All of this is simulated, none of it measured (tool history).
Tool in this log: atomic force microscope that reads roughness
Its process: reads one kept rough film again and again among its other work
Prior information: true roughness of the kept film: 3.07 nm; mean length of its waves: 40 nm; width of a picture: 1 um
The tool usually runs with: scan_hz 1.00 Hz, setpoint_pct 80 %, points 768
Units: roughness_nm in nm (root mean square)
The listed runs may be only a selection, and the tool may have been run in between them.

Run 1, day 0.000: usual settings. Result: roughness_nm 2.625 nm (root mean square).
Run 2, day 1.192: usual settings. Result: roughness_nm 2.597 nm (root mean square).
Run 3, day 3.275: usual settings but setpoint_pct 63 %. Result: roughness_nm 2.738 nm (root mean square).
Run 4, day 5.338: usual settings but scan_hz 0.68 Hz. Result: roughness_nm 2.643 nm (root mean square).
At day 6.050: new tip fitted.
Run 5, day 6.467: usual settings but scan_hz 0.68 Hz. Result: roughness_nm 2.726 nm (root mean square).
Run 6, day 9.021: usual settings. Result: roughness_nm 2.613 nm (root mean square).
Run 7, day 10.721: usual settings. Result: roughness_nm 2.572 nm (root mean square).
Run 8, day 12.550: usual settings. Result: roughness_nm 2.554 nm (root mean square).
Run 9, day 13.638: usual settings. Result: roughness_nm 2.554 nm (root mean square).
At day 15.333: new tip fitted.
Run 10, day 15.929: usual settings. Result: roughness_nm 2.623 nm (root mean square).
Run 11, day 17.900: usual settings. Result: roughness_nm 2.617 nm (root mean square).
Run 12, day 20.229: usual settings. Result: roughness_nm 2.577 nm (root mean square).
Run 13, day 22.104: usual settings. Result: roughness_nm 2.548 nm (root mean square).
Run 14, day 24.050: usual settings but points 408. Result: roughness_nm 2.522 nm (root mean square).
At day 24.554: new tip fitted.
Run 15, day 26.596: usual settings but points 408. Result: roughness_nm 2.596 nm (root mean square).
Run 16, day 28.704: usual settings but points 629. Result: roughness_nm 2.586 nm (root mean square).
Run 17, day 30.725: usual settings but setpoint_pct 55 %. Result: roughness_nm 2.771 nm (root mean square).
Run 18, day 32.217: usual settings but setpoint_pct 86 %. Result: roughness_nm 2.448 nm (root mean square).
At day 33.904: new tip fitted.
Run 19, day 33.904: usual settings. Result: roughness_nm 2.649 nm (root mean square).
Run 20, day 35.742: usual settings but scan_hz 1.11 Hz. Result: roughness_nm 2.588 nm (root mean square).
Run 21, day 37.300: usual settings but scan_hz 1.11 Hz. Result: roughness_nm 2.565 nm (root mean square).
Run 22, day 38.900: usual settings but scan_hz 0.51 Hz. Result: roughness_nm 2.701 nm (root mean square).
Run 23, day 40.492: usual settings but scan_hz 0.51 Hz. Result: roughness_nm 2.664 nm (root mean square).
Run 24, day 42.604: usual settings but scan_hz 0.51 Hz. Result: roughness_nm 2.635 nm (root mean square).
At day 43.254: new tip fitted.
Run 25, day 44.046: usual settings but scan_hz 1.45 Hz, setpoint_pct 75 %, points 411. Result: roughness_nm 2.606 nm (root mean square).
Run 26, day 45.208: usual settings but scan_hz 1.45 Hz, setpoint_pct 75 %, points 411. Result: roughness_nm 2.576 nm (root mean square).
At day 45.442: height scale calibrated on a step standard.
Run 27, day 46.604: usual settings but scan_hz 1.02 Hz, setpoint_pct 81 %. Result: roughness_nm 2.540 nm (root mean square).
Run 28, day 48.958: usual settings but scan_hz 2.85 Hz, setpoint_pct 65 %, points 275. Result: roughness_nm 2.488 nm (root mean square).
Run 29, day 50.575: usual settings but scan_hz 2.85 Hz, setpoint_pct 65 %, points 275. Result: roughness_nm 2.463 nm (root mean square).
At day 52.562: new tip fitted.
Run 30, day 52.800: usual settings but scan_hz 0.53 Hz, setpoint_pct 61 %, points 514. Result: roughness_nm 2.837 nm (root mean square).
Run 31, day 54.521: usual settings but scan_hz 0.55 Hz, setpoint_pct 88 %, points 978. Result: roughness_nm 2.635 nm (root mean square).
At day 54.892: height scale calibrated on a step standard, once more.
Run 32, day 56.271: usual settings but scan_hz 0.55 Hz, setpoint_pct 88 %, points 978. Result: roughness_nm 2.647 nm (root mean square).
Run 33, day 57.796: usual settings but scan_hz 3.53 Hz, setpoint_pct 57 %, points 913. Result: roughness_nm 2.607 nm (root mean square).
Run 34, day 59.575: usual settings but scan_hz 3.07 Hz, setpoint_pct 69 %, points 494. Result: roughness_nm 2.395 nm (root mean square).
At day 61.888: new tip fitted.
Run 35, day 62.088: usual settings but setpoint_pct 59 %, points 668. Result: roughness_nm 2.844 nm (root mean square).
Run 36, day 64.283: usual settings but scan_hz 2.03 Hz, setpoint_pct 75 %, points 790. Result: roughness_nm 2.488 nm (root mean square).
Run 37, day 65.496: usual settings but scan_hz 3.82 Hz, setpoint_pct 75 %, points 687. Result: roughness_nm 2.183 nm (root mean square).
Run 38, day 66.912: usual settings but scan_hz 0.64 Hz, setpoint_pct 82 %, points 671. Result: roughness_nm 2.658 nm (root mean square).
Run 39, day 68.512: usual settings but scan_hz 3.99 Hz, setpoint_pct 69 %, points 275. Result: roughness_nm 2.283 nm (root mean square).
Run 40, day 70.267: usual settings but scan_hz 3.99 Hz, setpoint_pct 64 %, points 275. Result: roughness_nm 2.372 nm (root mean square).
At day 71.150: new tip fitted.
Run 41, day 72.083: usual settings but scan_hz 3.99 Hz, setpoint_pct 64 %, points 275. Result: roughness_nm 2.468 nm (root mean square).
Run 42, day 74.617: usual settings but scan_hz 3.99 Hz, setpoint_pct 64 %, points 275. Result: roughness_nm 2.449 nm (root mean square).
Run 43, day 76.946: usual settings but scan_hz 3.99 Hz, setpoint_pct 61 %, points 275. Result: roughness_nm 2.467 nm (root mean square).
Run 44, day 79.492: usual settings but scan_hz 1.53 Hz, points 416. Result: roughness_nm 2.409 nm (root mean square).
At day 80.467: new tip fitted.
Run 45, day 80.983: usual settings but scan_hz 1.53 Hz, points 416. Result: roughness_nm 2.533 nm (root mean square).
Run 46, day 82.529: usual settings but scan_hz 1.96 Hz, setpoint_pct 60 %, points 416. Result: roughness_nm 2.712 nm (root mean square).
Run 47, day 83.617: usual settings but scan_hz 0.64 Hz, setpoint_pct 79 %, points 309. Result: roughness_nm 2.702 nm (root mean square).
Run 48, day 85.762: usual settings but scan_hz 0.64 Hz, setpoint_pct 79 %, points 309. Result: roughness_nm 2.658 nm (root mean square).

4 options for the next run, each taken on its own from the tool as it stands now. Forecast them:
Run A, day 88.279: usual settings but scan_hz 1.40 Hz. Result: roughness_nm ?.
Run B, day 88.279: usual settings but setpoint_pct 75 %, points 962. Result: roughness_nm ?.
Run C, day 88.279: usual settings but scan_hz 1.83 Hz, setpoint_pct 79 %, points 309. Result: roughness_nm ?.
Run D, day 88.279: usual settings but scan_hz 2.49 Hz, setpoint_pct 86 %, points 309. Result: roughness_nm ?.

run  roughness_nm
  A         2.436
  B         2.622
  C         2.346
  D         2.061
With no hidden state in the tool, these same runs would have given:
run  roughness_nm
  A         2.555
  B         2.749
  C         2.459
  D         2.161
